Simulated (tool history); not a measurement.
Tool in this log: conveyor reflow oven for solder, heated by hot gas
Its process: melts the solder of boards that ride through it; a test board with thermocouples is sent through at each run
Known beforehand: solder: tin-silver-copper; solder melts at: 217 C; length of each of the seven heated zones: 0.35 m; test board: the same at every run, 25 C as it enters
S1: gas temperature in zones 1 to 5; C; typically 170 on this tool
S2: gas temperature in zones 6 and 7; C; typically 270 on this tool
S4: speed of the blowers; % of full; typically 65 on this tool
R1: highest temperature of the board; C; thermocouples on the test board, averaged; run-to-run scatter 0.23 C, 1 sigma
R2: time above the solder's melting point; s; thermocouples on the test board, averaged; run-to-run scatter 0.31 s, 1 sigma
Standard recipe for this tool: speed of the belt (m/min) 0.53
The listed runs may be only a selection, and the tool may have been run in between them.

run 1 hour=0 | S1=170 S2=270 speed_of_the_belt_(m/min)=0.53 S4=65 | R1=251.5 R2=56.8
run 2 hour=20.2 | S1=170 S2=270 speed_of_the_belt_(m/min)=0.53 S4=65 | R1=251.8 R2=57.1
run 3 hour=44.6 | S1=170 S2=270 speed_of_the_belt_(m/min)=0.53 S4=65 | R1=251.4 R2=56.3
run 4 hour=60.1 | S1=170 S2=282 speed_of_the_belt_(m/min)=0.53 S4=65 | R1=262.1 R2=64.1
run 5 hour=81.3 | S1=170 S2=282 speed_of_the_belt_(m/min)=0.53 S4=65 | R1=262.1 R2=64
run 6 hour=105.7 | S1=170 S2=270 speed_of_the_belt_(m/min)=0.53 S4=65 | R1=251.4 R2=56.7
run 7 hour=124.6 | S1=170 S2=270 speed_of_the_belt_(m/min)=0.53 S4=65 | R1=250.7 R2=56.6
run 8 hour=138.1 | S1=170 S2=270 speed_of_the_belt_(m/min)=0.432 S4=65 | R1=257.9 R2=77.6
run 9 hour=159.6 | S1=170 S2=270 speed_of_the_belt_(m/min)=0.53 S4=65 | R1=251.8 R2=56.7
run 10 hour=176.1 | S1=170 S2=270 speed_of_the_belt_(m/min)=0.53 S4=65 | R1=252.3 R2=56.2
run 11 hour=198.2 | S1=170 S2=270 speed_of_the_belt_(m/min)=0.53 S4=65 | R1=251.2 R2=57.1
run 12 hour=210.7 | S1=172 S2=270 speed_of_the_belt_(m/min)=0.53 S4=65 | R1=251.9 R2=57.5
run 13 hour=226.3 | S1=172 S2=270 speed_of_the_belt_(m/min)=0.53 S4=65 | R1=251.8 R2=57.8
run 14 hour=251.8 | S1=166 S2=270 speed_of_the_belt_(m/min)=0.53 S4=65 | R1=250.5 R2=54.9
run 15 hour=275.9 | S1=170 S2=283 speed_of_the_belt_(m/min)=0.43 S4=65 | R1=270.3 R2=84.6
run 16 hour=302.2 | S1=168 S2=283 speed_of_the_belt_(m/min)=0.478 S4=65 | R1=266.5 R2=73.8
run 17 hour=326.1 | S1=161 S2=277 speed_of_the_belt_(m/min)=0.475 S4=65 | R1=260.1 R2=67.4
run 18 hour=344.7 | S1=182 S2=277 speed_of_the_belt_(m/min)=0.475 S4=65 | R1=262.9 R2=78
run 19 hour=365.9 | S1=157 S2=270 speed_of_the_belt_(m/min)=0.554 S4=70 | R1=249.1 R2=48.1
run 20 hour=382.1 | S1=163 S2=273 speed_of_the_belt_(m/min)=0.554 S4=70 | R1=253 R2=52.9
run 21 hour=402.4 | S1=163 S2=273 speed_of_the_belt_(m/min)=0.554 S4=70 | R1=253.1 R2=52.7
run 22 hour=415.4 | S1=173 S2=273 speed_of_the_belt_(m/min)=0.453 S4=70 | R1=260.8 R2=76.8

Alternative continuations, all from the tool just after run 22; predict every row:
run A hour=427.2 | S1=176 S2=273 speed_of_the_belt_(m/min)=0.533 S4=83 | R1=? R2=?
run B hour=427.2 | S1=180 S2=270 speed_of_the_belt_(m/min)=0.452 S4=90 | R1=? R2=?
run C hour=427.2 | S1=163 S2=259 speed_of_the_belt_(m/min)=0.437 S4=65 | R1=? R2=?

run=A R1=259.4 R2=65.1
run=B R1=262.3 R2=82.2
run=C R1=246.7 R2=64
Take away the tool's hidden state, keep each run's random variation, and the runs would have read:
run=A R1=259.4 R2=65.1
run=B R1=262.3 R2=82.2
run=C R1=246.7 R2=64

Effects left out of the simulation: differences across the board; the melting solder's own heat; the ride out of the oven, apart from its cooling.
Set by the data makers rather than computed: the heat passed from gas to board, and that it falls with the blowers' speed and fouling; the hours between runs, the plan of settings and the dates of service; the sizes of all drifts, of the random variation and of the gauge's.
